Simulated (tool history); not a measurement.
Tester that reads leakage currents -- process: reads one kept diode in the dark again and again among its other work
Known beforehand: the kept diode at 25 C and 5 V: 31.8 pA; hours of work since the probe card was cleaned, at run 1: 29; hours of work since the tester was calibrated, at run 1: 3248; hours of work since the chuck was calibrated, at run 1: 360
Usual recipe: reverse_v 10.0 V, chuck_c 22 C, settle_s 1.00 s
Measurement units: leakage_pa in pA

run,hour,reverse_v,chuck_c,settle_s,hours of work since the probe card was cleaned,hours of work since the tester was calibrated,hours of work since the chuck was calibrated,leakage_pa
1,0.0,10.0,22,1.00,29,3248,360,33.76
2,63.1,10.0,24,1.00,77,3296,408,39.87
3,190.7,10.0,24,1.00,175,3394,505,40.94
4,287.5,2.4,22,1.00,248,3467,579,20.78
5,380.5,10.0,22,4.74,319,3538,650,34.15
6,492.3,10.0,22,4.74,404,3623,735,34.97
7,577.1,10.0,22,4.74,469,3688,800,35.48
8,678.0,10.0,22,4.74,546,3765,876,35.97
# hour 686.3: tester calibrated
9,749.3,7.7,22,1.00,599,48,929,34.16
10,876.7,10.0,22,8.25,696,145,1026,37.25
11,942.9,10.0,22,1.00,746,195,1077,39.47
12,1019.7,10.0,31,1.00,805,254,1135,79.42
# hour 1028.2: chuck's temperature calibrated
13,1112.4,10.0,22,1.00,874,323,64,39.19
# hour 1148.4: tester calibrated, once more
14,1264.8,10.0,22,0.43,988,89,179,42.45
15,1343.0,15.1,21,0.58,1048,148,238,48.43
16,1466.1,15.1,29,1.61,1142,242,332,79.76
17,1617.0,15.1,29,1.61,1257,357,447,80.56
18,1692.8,15.1,29,1.61,1314,415,505,81.90
19,1786.5,15.1,28,3.51,1386,486,576,75.77
20,1933.0,1.0,22,3.39,1497,598,688,16.30
21,2066.6,3.3,55,3.39,1599,700,790,338.08
22,2156.4,7.9,52,0.39,1668,768,858,367.19
# hour 2229.8: probe card cleaned and baked
23,2279.3,1.1,22,1.00,38,859,949,16.14
24,2354.0,2.4,21,4.73,95,916,1006,18.81
25,2447.0,2.4,21,4.73,165,987,1077,19.12
# hour 2535.3: chuck's temperature calibrated
26,2538.0,1.9,25,1.00,233,1055,2,24.03

3 options for the next run, each taken on its own from the tool as it stands now. Forecast them:
A,2650.9,1.3,25,1.00,319,1141,88,?
B,2650.9,6.4,45,7.64,319,1141,88,?
C,2650.9,9.4,60,1.00,319,1141,88,?

run,leakage_pa
A,21.26
B,187.28
C,651.12
With no hidden state in the tool, these same runs would have given:
run,leakage_pa
A,21.00
B,186.03
C,649.31

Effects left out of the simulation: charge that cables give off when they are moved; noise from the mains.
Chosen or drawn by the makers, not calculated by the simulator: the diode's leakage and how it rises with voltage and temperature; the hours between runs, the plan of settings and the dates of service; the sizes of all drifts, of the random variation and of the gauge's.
